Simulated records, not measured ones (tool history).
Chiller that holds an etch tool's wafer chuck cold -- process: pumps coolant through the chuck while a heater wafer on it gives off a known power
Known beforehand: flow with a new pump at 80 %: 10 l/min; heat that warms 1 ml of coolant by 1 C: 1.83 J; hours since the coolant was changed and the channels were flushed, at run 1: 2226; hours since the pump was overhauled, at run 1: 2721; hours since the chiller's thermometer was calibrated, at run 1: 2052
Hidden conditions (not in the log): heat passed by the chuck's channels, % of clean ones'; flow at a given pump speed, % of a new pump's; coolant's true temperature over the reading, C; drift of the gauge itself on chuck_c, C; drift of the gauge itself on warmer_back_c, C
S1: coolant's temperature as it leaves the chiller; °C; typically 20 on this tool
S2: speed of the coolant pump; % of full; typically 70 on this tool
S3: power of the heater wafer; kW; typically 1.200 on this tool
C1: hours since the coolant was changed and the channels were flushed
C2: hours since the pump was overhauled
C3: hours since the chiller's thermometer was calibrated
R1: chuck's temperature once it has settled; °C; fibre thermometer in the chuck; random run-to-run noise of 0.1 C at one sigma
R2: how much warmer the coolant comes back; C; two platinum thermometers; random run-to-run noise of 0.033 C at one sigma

run    hour  S1  S2     S3    C1    C2    C3    R1    R2
  1     0.0  20  70  1.200  2226  2721  2052  30.9  4.50
  2    99.1  20  70  1.348  2325  2820  2151  32.2  5.01
  3   232.4  20  70  1.348  2458  2953  2285  32.2  5.10
  4   413.8  20  70  1.348  2640  3135  2466  32.3  5.05
  5   520.5  20  70  1.348  2746  3241  2573  32.1  5.10
  6   606.3  20  77  1.348  2832  3327  2658  31.5  4.68
  7   784.9  20  70  0.841  3011  3506  2837  27.5  3.22
  8   876.8  20  70  0.841  3103  3598  2929  27.5  3.25
  9   988.4  20  70  0.735  3214  3709  3040  26.6  2.88
 10  1141.7  20  70  0.735  3368  3863  3194  26.6  2.90
 11  1265.2  20  70  0.735  3491  3986  3317  26.6  2.83
 12  1402.8  20  70  0.735  3629  4124  3455  26.7  2.93
 13  1492.4  20  83  1.624  3718  4213  3544  33.1  5.30
 14  1584.6  20  83  1.624  3811  4305  3637  33.1  5.22
 15  1739.8  20  65  0.678  3966  4461  3792  26.4  2.90
 16  1908.3  20  68  0.629  4134  4629  3960  25.7  2.61
 17  2040.3  20  68  0.629  4266  4761  4092  25.8  2.66
 18  2188.5  20  68  0.629  4415  4909  4241  25.7  2.62
 19  2292.4  11  89  1.640  4518  5013  4345  23.5  5.06
 20  2408.6  11  89  1.640  4635  5129  4461  23.7  5.10
 21  2518.9  12  60  1.674  4745  5240  4571  28.7  7.59
     2614.5  -- coolant pump overhauled
 22  2681.1  20  71  0.870  4902    67  4728  27.9  3.52
 23  2840.6  18  67  1.775  5062   226  4888  34.5  7.36
 24  2971.4  20  72  1.200  5192   357  5018  30.6  4.71

Here are 4 independent what-if runs from the current tool condition. What would each one return?
  A  3055.3  20  86  1.200  5276  441  5102   ?   ?
  B  3055.3  11  76  1.200  5276  441  5102   ?   ?
  C  3055.3  29  64  0.624  5276  441  5102   ?   ?
  D  3055.3  20  72  1.609  5276  441  5102   ?   ?

run    R1    R2
  A  29.6  4.01
  B  21.2  4.44
  C  35.2  2.93
  D  34.4  6.22
Without the tool's hidden state the same runs would have given:
run    R1    R2
  A  29.6  3.69
  B  21.2  4.12
  C  35.2  2.62
  D  34.4  5.90
